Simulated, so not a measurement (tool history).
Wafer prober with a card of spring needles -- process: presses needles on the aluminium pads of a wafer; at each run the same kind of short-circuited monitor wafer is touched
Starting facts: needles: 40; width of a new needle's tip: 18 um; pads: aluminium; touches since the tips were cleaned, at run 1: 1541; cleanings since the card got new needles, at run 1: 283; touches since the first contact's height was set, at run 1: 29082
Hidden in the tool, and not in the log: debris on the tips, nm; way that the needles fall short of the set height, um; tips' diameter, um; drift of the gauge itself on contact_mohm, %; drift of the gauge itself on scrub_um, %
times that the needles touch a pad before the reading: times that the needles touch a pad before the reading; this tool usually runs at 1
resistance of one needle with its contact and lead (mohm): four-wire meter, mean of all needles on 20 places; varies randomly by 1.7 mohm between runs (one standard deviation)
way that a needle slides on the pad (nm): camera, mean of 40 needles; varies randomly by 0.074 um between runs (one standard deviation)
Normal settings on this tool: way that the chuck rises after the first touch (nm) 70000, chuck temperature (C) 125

run     day  way that the chuck rises after the first touch (nm)  chuck temperature (C)  times that the needles touch a pad before the reading  touches since the tips were cleaned  cleanings since the card got new needles  touches since the first contact's height was set  resistance of one needle with its contact and lead (mohm)  way that a needle slides on the pad (nm)
  1       0                                                70000                    125                                                      1                                 1541                                       283                                             29082                                                        189                                     18850
      0.333  -- tips cleaned on abrasive film
      0.879  -- tips cleaned on abrasive film
      1.429  -- tips cleaned on abrasive film
      1.979  -- tips cleaned on abrasive film
  2   2.379                                                70000                     73                                                      1                                 3741                                       287                                             51184                                                        194                                     18910
      2.492  -- tips cleaned on abrasive film
      2.933  -- tips cleaned on abrasive film
      3.483  -- tips cleaned on abrasive film
      4.033  -- tips cleaned on abrasive film
      4.475  -- tips cleaned on abrasive film
      5.021  -- tips cleaned on abrasive film
  3   5.042                                                70000                     73                                                      1                                  197                                       293                                             75861                                                        173                                     18580
      5.483  -- tips cleaned on abrasive film
      6.033  -- tips cleaned on abrasive film
      6.583  -- tips cleaned on abrasive film
      6.812  -- height of the first contact set anew
      7.146  -- tips cleaned on abrasive film
      7.696  -- tips cleaned on abrasive film
      8.246  -- tips cleaned on abrasive film
  4   8.342                                                70000                     73                                                      1                                  896                                       299                                             14156                                                        175                                     18720
      8.779  -- tips cleaned on abrasive film
      9.329  -- tips cleaned on abrasive film
      9.879  -- tips cleaned on abrasive film
     10.429  -- tips cleaned on abrasive film
     10.979  -- tips cleaned on abrasive film
  5  11.367                                                70000                     73                                                      1                                 3618                                       304                                             42255                                                        199                                     18630
     11.479  -- tips cleaned on abrasive film
     12.029  -- tips cleaned on abrasive film
     12.579  -- tips cleaned on abrasive film
     13.125  -- tips cleaned on abrasive film
  6  13.283                                                70000                     73                                                      1                                 1482                                       308                                             60056                                                        184                                     18550
     13.617  -- tips cleaned on abrasive film
     14.058  -- tips cleaned on abrasive film
     14.608  -- tips cleaned on abrasive film
     15.154  -- tips cleaned on abrasive film
  7  15.533                                                70000                    125                                                      1                                 3525                                       312                                             80920                                                        204                                     18490
     15.646  -- tips cleaned on abrasive film
     16.196  -- tips cleaned on abrasive film
     16.638  -- tips cleaned on abrasive film
     16.758  -- height of the first contact set anew
       17.2  -- tips cleaned on abrasive film
     17.746  -- tips cleaned on abrasive film
     18.296  -- tips cleaned on abrasive film
  8  18.317                                                70000                    125                                                      1                                  201                                       318                                             14481                                                        176                                     18820
     18.758  -- tips cleaned on abrasive film
     19.308  -- tips cleaned on abrasive film
     19.858  -- tips cleaned on abrasive film
     20.408  -- tips cleaned on abrasive film
     20.958  -- tips cleaned on abrasive film
     21.508  -- tips cleaned on abrasive film
  9  21.617                                                70000                    125                                                      1                                 1019                                       324                                             45080                                                        186                                     18540
     22.054  -- tips cleaned on abrasive film
     22.604  -- tips cleaned on abrasive film
     23.154  -- tips cleaned on abrasive film
     23.704  -- tips cleaned on abrasive film
 10  24.054                                                70000                    125                                                      2                                 3283                                       328                                             67743                                                        190                                     18620
     24.167  -- tips cleaned on abrasive film
     24.717  -- tips cleaned on abrasive film
     25.267  -- tips cleaned on abrasive film
     25.817  -- tips cleaned on abrasive film
     26.367  -- tips cleaned on abrasive film
     26.596  -- height of the first contact set anew
     26.929  -- tips cleaned on abrasive film
 11  27.092                                                70000                    125                                                      2                                 1511                                       334                                              4571                                                        187                                     19050
     27.421  -- tips cleaned on abrasive film
     27.971  -- tips cleaned on abrasive film
     28.521  -- tips cleaned on abrasive film
     29.071  -- tips cleaned on abrasive film
     29.621  -- tips cleaned on abrasive film
     30.058  -- tips cleaned on abrasive film
     30.608  -- tips cleaned on abrasive film
 12  30.812                                                70000                    125                                                      2                                 1887                                       341                                             39098                                                        186                                     18790
     31.142  -- tips cleaned on abrasive film
     31.692  -- tips cleaned on abrasive film
     32.242  -- tips cleaned on abrasive film
     32.792  -- tips cleaned on abrasive film
       33.3  -- tips cleaned on abrasive film
 13    33.3                                                58000                    125                                                      2                                    0                                       346                                             62168                                                        182                                     15190
      33.85  -- tips cleaned on abrasive film
       34.4  -- tips cleaned on abrasive film
     34.946  -- tips cleaned on abrasive film
     35.496  -- tips cleaned on abrasive film
     36.008  -- tips cleaned on abrasive film
 14  36.008                                                76000                    125                                                      1                                    0                                       351                                             87307                                                        176                                     20160
     36.458  -- height of the first contact set anew
     36.571  -- tips cleaned on abrasive film
     37.121  -- tips cleaned on abrasive film
     37.671  -- tips cleaned on abrasive film
 15   37.85                                                76000                    125                                                      2                                 1712                                       354                                             12933                                                        180                                     20430
     38.183  -- tips cleaned on abrasive film
     38.733  -- tips cleaned on abrasive film
     39.283  -- tips cleaned on abrasive film
     39.833  -- tips cleaned on abrasive film
 16  39.996                                                84000                    125                                                      1                                 1539                                       358                                             32831                                                        191                                     22620
     40.329  -- tips cleaned on abrasive film
     40.767  -- tips cleaned on abrasive film
     41.317  -- tips cleaned on abrasive film
     41.867  -- tips cleaned on abrasive film
     42.417  -- tips cleaned on abrasive film
     42.967  -- tips cleaned on abrasive film
     43.517  -- tips cleaned on abrasive film
 17  43.871                                                54000                     54                                                      2                                 3334                                       365                                             68806                                                        199                                     14150
     43.983  -- tips cleaned on abrasive film
     44.533  -- tips cleaned on abrasive film
     45.083  -- tips cleaned on abrasive film
     45.633  -- tips cleaned on abrasive film
     46.183  -- tips cleaned on abrasive film
     46.304  -- height of the first contact set anew
     46.638  -- tips cleaned on abrasive film
     47.188  -- tips cleaned on abrasive film
 18   47.55                                                70000                     91                                                      1                                 3392                                       372                                             11552                                                        203                                     18930
     47.662  -- tips cleaned on abrasive film
     48.212  -- tips cleaned on abrasive film
     48.762  -- tips cleaned on abrasive film
     49.308  -- tips cleaned on abrasive film
 19    49.4                                                79000                     91                                                      3                                  843                                       376                                             28715                                                        171                                     21110
     49.842  -- tips cleaned on abrasive film
     50.279  -- tips cleaned on abrasive film
     50.829  -- tips cleaned on abrasive film
     51.379  -- tips cleaned on abrasive film
     51.929  -- tips cleaned on abrasive film
     52.371  -- tips cleaned on abrasive film
     52.921  -- tips cleaned on abrasive film
 20  53.067                                                58000                     98                                                      1                                 1376                                       383                                             62731                                                        198                                     15370
       53.4  -- tips cleaned on abrasive film
     53.946  -- tips cleaned on abrasive film
     54.496  -- tips cleaned on abrasive film
     55.046  -- tips cleaned on abrasive film
     55.596  -- tips cleaned on abrasive film
     56.146  -- tips cleaned on abrasive film
     56.158  -- height of the first contact set anew
     56.708  -- tips cleaned on abrasive film
 21  56.808                                                58000                     98                                                      1                                  956                                       390                                              6057                                                        197                                     15660
      57.25  -- tips cleaned on abrasive film
       57.8  -- tips cleaned on abrasive film
      58.35  -- tips cleaned on abrasive film
 22  58.521                                                70000                    125                                                      1                                 1604                                       393                                             21941                                                        198                                     18970
     58.854  -- tips cleaned on abrasive film
       59.4  -- tips cleaned on abrasive film
     59.842  -- tips cleaned on abrasive film
     60.392  -- tips cleaned on abrasive film
 23  60.642                                                78000                     59                                                      2                                 2349                                       397                                             41632                                                        176                                     20890

Predict each of these 4 candidate next runs independently; none follows another, all start after run 23:
     60.867  -- tips cleaned on abrasive film
     61.304  -- tips cleaned on abrasive film
     61.854  -- tips cleaned on abrasive film
     62.404  -- tips cleaned on abrasive film
     62.954  -- tips cleaned on abrasive film
  A  63.254                                                57000                     45                                                      1                                 2804                                       402                                             65856                                                          ?                                         ?
     60.867  -- tips cleaned on abrasive film
     61.304  -- tips cleaned on abrasive film
     61.854  -- tips cleaned on abrasive film
     62.404  -- tips cleaned on abrasive film
     62.954  -- tips cleaned on abrasive film
  B  63.254                                                77000                     83                                                      1                                 2804                                       402                                             65856                                                          ?                                         ?
     60.867  -- tips cleaned on abrasive film
     61.304  -- tips cleaned on abrasive film
     61.854  -- tips cleaned on abrasive film
     62.404  -- tips cleaned on abrasive film
     62.954  -- tips cleaned on abrasive film
  C  63.254                                                53000                     30                                                      2                                 2804                                       402                                             65856                                                          ?                                         ?
     60.867  -- tips cleaned on abrasive film
     61.304  -- tips cleaned on abrasive film
     61.854  -- tips cleaned on abrasive film
     62.404  -- tips cleaned on abrasive film
     62.954  -- tips cleaned on abrasive film
  D  63.254                                                56000                     26                                                      2                                 2804                                       402                                             65856                                                          ?                                         ?

run  resistance of one needle with its contact and lead (mohm)  way that a needle slides on the pad (nm)
  A                                                        215                                     14980
  B                                                        196                                     20410
  C                                                        199                                     13810
  D                                                        194                                     14720
Without the tool's hidden state the same runs would have given:
run  resistance of one needle with its contact and lead (mohm)  way that a needle slides on the pad (nm)
  A                                                        156                                     15350
  B                                                        162                                     20770
  C                                                        154                                     14180
  D                                                        154                                     15080

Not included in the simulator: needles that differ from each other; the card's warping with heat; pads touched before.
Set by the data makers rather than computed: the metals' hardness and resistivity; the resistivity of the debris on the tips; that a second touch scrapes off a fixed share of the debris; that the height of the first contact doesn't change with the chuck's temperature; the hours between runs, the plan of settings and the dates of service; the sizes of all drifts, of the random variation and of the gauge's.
